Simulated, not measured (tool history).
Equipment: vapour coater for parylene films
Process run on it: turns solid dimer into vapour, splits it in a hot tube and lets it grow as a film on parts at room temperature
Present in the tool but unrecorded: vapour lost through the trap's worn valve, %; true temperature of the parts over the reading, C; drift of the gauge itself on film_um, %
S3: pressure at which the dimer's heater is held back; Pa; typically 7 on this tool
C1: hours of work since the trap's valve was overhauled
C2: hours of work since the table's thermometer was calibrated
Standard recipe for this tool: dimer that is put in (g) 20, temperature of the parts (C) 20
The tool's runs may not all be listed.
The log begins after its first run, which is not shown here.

run 2 hour=16.1 | dimer_that_is_put_in_(g)=20 temperature_of_the_parts_(C)=20 S3=7 | C1=317 C2=558 | thickness_of_the_film_(um)=3.56
run 3 hour=28.9 | dimer_that_is_put_in_(g)=20 temperature_of_the_parts_(C)=15 S3=7 | C1=327 C2=568 | thickness_of_the_film_(um)=4.17
run 4 hour=46.2 | dimer_that_is_put_in_(g)=20 temperature_of_the_parts_(C)=15 S3=7 | C1=341 C2=581 | thickness_of_the_film_(um)=4.22
run 5 hour=64.6 | dimer_that_is_put_in_(g)=20 temperature_of_the_parts_(C)=15 S3=7 | C1=355 C2=595 | thickness_of_the_film_(um)=4.2
run 6 hour=86.4 | dimer_that_is_put_in_(g)=20 temperature_of_the_parts_(C)=15 S3=7 | C1=372 C2=612 | thickness_of_the_film_(um)=4.17
run 7 hour=102.3 | dimer_that_is_put_in_(g)=20 temperature_of_the_parts_(C)=15 S3=7 | C1=384 C2=624 | thickness_of_the_film_(um)=4.18
run 8 hour=118.9 | dimer_that_is_put_in_(g)=20 temperature_of_the_parts_(C)=20 S3=7 | C1=397 C2=637 | thickness_of_the_film_(um)=3.53
run 9 hour=137.8 | dimer_that_is_put_in_(g)=20 temperature_of_the_parts_(C)=20 S3=7 | C1=411 C2=652 | thickness_of_the_film_(um)=3.49
run 10 hour=151.4 | dimer_that_is_put_in_(g)=20 temperature_of_the_parts_(C)=20 S3=7 | C1=422 C2=662 | thickness_of_the_film_(um)=3.52
-- hour=161.6 trap's valve overhauled
run 11 hour=168.2 | dimer_that_is_put_in_(g)=20 temperature_of_the_parts_(C)=32 S3=7 | C1=5 C2=672 | thickness_of_the_film_(um)=2.51
run 12 hour=182.8 | dimer_that_is_put_in_(g)=20 temperature_of_the_parts_(C)=32 S3=7 | C1=16 C2=683 | thickness_of_the_film_(um)=2.52
run 13 hour=195.9 | dimer_that_is_put_in_(g)=20 temperature_of_the_parts_(C)=20 S3=11.15 | C1=27 C2=694 | thickness_of_the_film_(um)=3.36
run 14 hour=205.2 | dimer_that_is_put_in_(g)=20 temperature_of_the_parts_(C)=23 S3=11.15 | C1=34 C2=701 | thickness_of_the_film_(um)=3.04
run 15 hour=218.5 | dimer_that_is_put_in_(g)=20 temperature_of_the_parts_(C)=20 S3=7 | C1=44 C2=711 | thickness_of_the_film_(um)=3.71
run 16 hour=236.5 | dimer_that_is_put_in_(g)=24 temperature_of_the_parts_(C)=20 S3=7 | C1=58 C2=725 | thickness_of_the_film_(um)=4.49
run 17 hour=253 | dimer_that_is_put_in_(g)=20 temperature_of_the_parts_(C)=20 S3=7 | C1=71 C2=738 | thickness_of_the_film_(um)=3.71
run 18 hour=263.2 | dimer_that_is_put_in_(g)=28 temperature_of_the_parts_(C)=20 S3=7 | C1=79 C2=746 | thickness_of_the_film_(um)=5.16
run 19 hour=278.5 | dimer_that_is_put_in_(g)=28 temperature_of_the_parts_(C)=20 S3=7 | C1=90 C2=757 | thickness_of_the_film_(um)=5.2
run 20 hour=295.2 | dimer_that_is_put_in_(g)=28 temperature_of_the_parts_(C)=20 S3=10.99 | C1=103 C2=770 | thickness_of_the_film_(um)=4.69
run 21 hour=314.9 | dimer_that_is_put_in_(g)=28 temperature_of_the_parts_(C)=20 S3=10.99 | C1=119 C2=786 | thickness_of_the_film_(um)=4.67
run 22 hour=333.2 | dimer_that_is_put_in_(g)=28 temperature_of_the_parts_(C)=20 S3=10.99 | C1=133 C2=800 | thickness_of_the_film_(um)=4.65
run 23 hour=343.2 | dimer_that_is_put_in_(g)=23 temperature_of_the_parts_(C)=20 S3=10.18 | C1=140 C2=807 | thickness_of_the_film_(um)=3.89

Run 24 is up next; what results do you expect?
run 24 hour=358.1 | dimer_that_is_put_in_(g)=18 temperature_of_the_parts_(C)=13 S3=2.98 | C1=152 C2=819 | thickness_of_the_film_(um)=?

thickness of the film (um): 5.01
If the tool had no hidden condition, the same run with the same run-to-run variation would have returned thickness of the film (um) 5.07.
